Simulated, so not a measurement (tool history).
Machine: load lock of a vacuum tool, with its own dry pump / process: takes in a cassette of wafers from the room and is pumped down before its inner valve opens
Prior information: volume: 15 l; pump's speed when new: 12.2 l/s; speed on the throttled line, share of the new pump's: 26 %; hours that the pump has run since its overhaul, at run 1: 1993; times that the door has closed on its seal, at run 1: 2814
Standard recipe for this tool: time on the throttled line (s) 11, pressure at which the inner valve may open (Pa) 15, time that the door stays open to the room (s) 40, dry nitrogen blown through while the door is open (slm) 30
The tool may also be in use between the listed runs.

run,hour,time on the throttled line (s),pressure at which the inner valve may open (Pa),time that the door stays open to the room (s),dry nitrogen blown through while the door is open (slm),hours that the pump has run since its overhaul,times that the door has closed on its seal,"incoming humidity of the room's air, %",time from the closed door until the inner valve may open (s),rise of the pressure with all valves shut (Pa/min)
1,0,11,15,40,30,1993,2814,48.8,19.08,0.064
2,132.7,11,15,40,30,2125,3095,44.4,19.12,0.064
3,261,14,15,40,30,2254,3368,43.1,21.35,0.057
4,346.5,12,15,40,30,2339,3549,43.7,19.84,0.064
5,424.1,11,15,47,30,2417,3713,46.5,19.07,0.069
6,585.2,11,15,47,30,2578,4055,43.6,19.17,0.07
7,725,11,15,47,30,2718,4352,45.9,19.11,0.073
8,798.8,11,15,47,30,2791,4508,45.9,19.1,0.076
9,917.7,11,15,47,30,2910,4761,45.5,19.2,0.076
10,1076.5,11,15,47,30,3069,5097,47.2,19.13,0.079
11,1172.7,11,15,47,30,3165,5302,42.9,19.06,0.08
12,1268.5,11,19,40,18,3261,5505,46.5,18.89,0.083
13,1341.6,11,20,177,18,3334,5660,43.8,18.75,0.122
14,1480.8,11,16,52,22,3473,5955,48.5,19.15,0.095
15,1562.2,11,16,52,22,3555,6128,45.1,19.24,0.095

Predict the results of run 16:
16,1701.3,11,16,40,30,3694,6423,41.4,?,?

time from the closed door until the inner valve may open (s): 19.16
rise of the pressure with all valves shut (Pa/min): 0.085
Had the tool carried no hidden state, the very same run would have given time from the closed door until the inner valve may open (s) 19.03, rise of the pressure with all valves shut (Pa/min) 0.037.
